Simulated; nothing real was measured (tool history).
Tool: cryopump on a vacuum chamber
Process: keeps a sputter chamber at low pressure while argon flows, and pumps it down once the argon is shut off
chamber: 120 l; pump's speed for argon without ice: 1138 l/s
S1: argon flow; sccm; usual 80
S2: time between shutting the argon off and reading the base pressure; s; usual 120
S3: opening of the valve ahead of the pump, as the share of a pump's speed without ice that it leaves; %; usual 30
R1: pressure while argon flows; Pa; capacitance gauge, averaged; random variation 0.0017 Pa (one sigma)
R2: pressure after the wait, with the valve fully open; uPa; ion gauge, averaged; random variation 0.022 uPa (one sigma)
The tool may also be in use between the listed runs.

Run 1, day 0: usual settings. Result: R1 0.4065 Pa, R2 2.49 uPa.
Run 2, day 1.271: usual settings. Result: R1 0.4082 Pa, R2 2.5 uPa.
Run 3, day 2.208: usual settings but S1 112 sccm. Result: R1 0.5699 Pa, R2 2.47 uPa.
Run 4, day 3.425: usual settings. Result: R1 0.4111 Pa, R2 2.63 uPa.
Run 5, day 4.729: usual settings. Result: R1 0.4154 Pa, R2 2.6 uPa.
Run 6, day 5.908: usual settings. Result: R1 0.4146 Pa, R2 2.7 uPa.
Run 7, day 6.679: usual settings. Result: R1 0.4156 Pa, R2 2.73 uPa.
Run 8, day 7.225: usual settings. Result: R1 0.4174 Pa, R2 2.7 uPa.
Run 9, day 8.517: usual settings. Result: R1 0.4202 Pa, R2 2.81 uPa.
Run 10, day 9.104: usual settings but S1 68 sccm, S2 80 s, S3 27 %. Result: R1 0.3947 Pa, R2 2.94 uPa.
Run 11, day 10.288: usual settings but S1 68 sccm, S2 80 s, S3 27 %. Result: R1 0.3941 Pa, R2 3.03 uPa.
Run 12, day 11.008: usual settings but S1 116 sccm, S3 51 %. Result: R1 0.3783 Pa, R2 2.85 uPa.
Run 13, day 12.054: usual settings but S1 116 sccm, S3 51 %. Result: R1 0.3801 Pa, R2 2.91 uPa.
Run 14, day 12.912: usual settings but S1 58 sccm, S2 257 s, S3 60 %. Result: R1 0.1657 Pa, R2 2.83 uPa.
Run 15, day 14.254: usual settings but S1 58 sccm, S2 257 s, S3 60 %. Result: R1 0.1683 Pa, R2 2.89 uPa.
Run 16, day 14.992: usual settings but S1 58 sccm, S2 257 s, S3 60 %. Result: R1 0.17 Pa, R2 2.9 uPa.
Run 17, day 16.246: usual settings but S1 58 sccm, S2 257 s, S3 60 %. Result: R1 0.1697 Pa, R2 2.95 uPa.

Forecast each of these 5 alternatives for the next run:
Run A, day 17.308: usual settings but S1 84 sccm, S2 76 s. Result: R1 ?, R2 ?.
Run B, day 17.308: usual settings but S3 27 %. Result: R1 ?, R2 ?.
Run C, day 17.308: usual settings but S1 130 sccm, S2 257 s, S3 60 %. Result: R1 ?, R2 ?.
Run D, day 17.308: usual settings but S1 125 sccm, S2 257 s, S3 16 %. Result: R1 ?, R2 ?.
Run E, day 17.308: usual settings but S1 73 sccm, S2 81 s, S3 37 %. Result: R1 ?, R2 ?.

run      R1    R2
  A  0.4518  3.27
  B  0.4788  3.23
  C  0.3847   3.1
  D  1.2158  3.01
  E  0.3284  3.33
Without the tool's hidden state the same runs would have given:
run      R1    R2
  A  0.4114  0.69
  B    0.44  0.59
  C  0.3217  0.41
  D  1.1553  0.37
  E   0.293  0.69

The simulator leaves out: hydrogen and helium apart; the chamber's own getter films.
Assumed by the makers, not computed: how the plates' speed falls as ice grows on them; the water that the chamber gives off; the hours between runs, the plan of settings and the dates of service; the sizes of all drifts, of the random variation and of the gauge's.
